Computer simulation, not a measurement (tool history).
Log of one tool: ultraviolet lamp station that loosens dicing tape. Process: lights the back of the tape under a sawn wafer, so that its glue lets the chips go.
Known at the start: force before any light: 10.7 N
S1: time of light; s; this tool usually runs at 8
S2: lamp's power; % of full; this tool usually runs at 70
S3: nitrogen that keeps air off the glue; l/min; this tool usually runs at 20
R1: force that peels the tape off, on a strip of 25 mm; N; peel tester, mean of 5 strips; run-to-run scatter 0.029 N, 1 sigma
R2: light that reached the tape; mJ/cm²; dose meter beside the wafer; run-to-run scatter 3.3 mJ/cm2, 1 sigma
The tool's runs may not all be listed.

run 1 hour=0.0 | S1=8 S2=70 S3=20 | R1=1.515 R2=499
run 2 hour=11.5 | S1=8 S2=70 S3=20 | R1=1.543 R2=497
run 3 hour=25.6 | S1=8 S2=65 S3=20 | R1=1.784 R2=452
run 4 hour=37.3 | S1=8 S2=65 S3=20 | R1=1.829 R2=460
run 5 hour=48.4 | S1=8 S2=65 S3=20 | R1=1.875 R2=457
run 6 hour=60.6 | S1=8 S2=65 S3=20 | R1=1.822 R2=453
run 7 hour=73.0 | S1=8 S2=65 S3=20 | R1=1.807 R2=456
run 8 hour=79.8 | S1=8 S2=65 S3=20 | R1=1.915 R2=451
run 9 hour=88.3 | S1=8 S2=65 S3=20 | R1=1.855 R2=450
run 10 hour=98.6 | S1=8 S2=65 S3=20 | R1=1.827 R2=447
run 11 hour=110.4 | S1=8 S2=65 S3=20 | R1=1.848 R2=449
run 12 hour=119.0 | S1=8 S2=65 S3=20 | R1=1.882 R2=447
run 13 hour=129.0 | S1=8 S2=65 S3=20 | R1=1.855 R2=451
run 14 hour=139.8 | S1=5 S2=65 S3=20 | R1=3.502 R2=286
run 15 hour=150.9 | S1=5 S2=65 S3=20 | R1=3.423 R2=278
run 16 hour=158.6 | S1=5 S2=65 S3=20 | R1=3.474 R2=279
run 17 hour=173.4 | S1=11 S2=70 S3=13 | R1=1.331 R2=656
run 18 hour=182.2 | S1=5 S2=67 S3=20 | R1=3.452 R2=287
run 19 hour=190.9 | S1=5 S2=67 S3=20 | R1=3.380 R2=286
run 20 hour=200.7 | S1=9 S2=70 S3=20 | R1=1.390 R2=535
-- hour=204.3 window cleaned of glue's vapour
run 21 hour=212.9 | S1=10 S2=98 S3=20 | R1=0.509 R2=882
run 22 hour=225.9 | S1=7 S2=69 S3=20 | R1=1.885 R2=434
run 23 hour=234.9 | S1=6 S2=69 S3=37 | R1=1.720 R2=369
run 24 hour=241.4 | S1=6 S2=69 S3=37 | R1=1.775 R2=367

3 ways to go on from here, each from the tool as it stands after run 24. What would each give?
run A hour=249.7 | S1=12 S2=69 S3=37 | R1=? R2=?
run B hour=249.7 | S1=4 S2=98 S3=6 | R1=? R2=?
run C hour=249.7 | S1=8 S2=70 S3=31 | R1=? R2=?

run=A R1=0.450 R2=734
run=B R1=4.585 R2=350
run=C R1=1.137 R2=497
With no hidden state in the tool, these same runs would have given:
run=A R1=0.415 R2=767
run=B R1=4.423 R2=366
run=C R1=1.044 R2=519
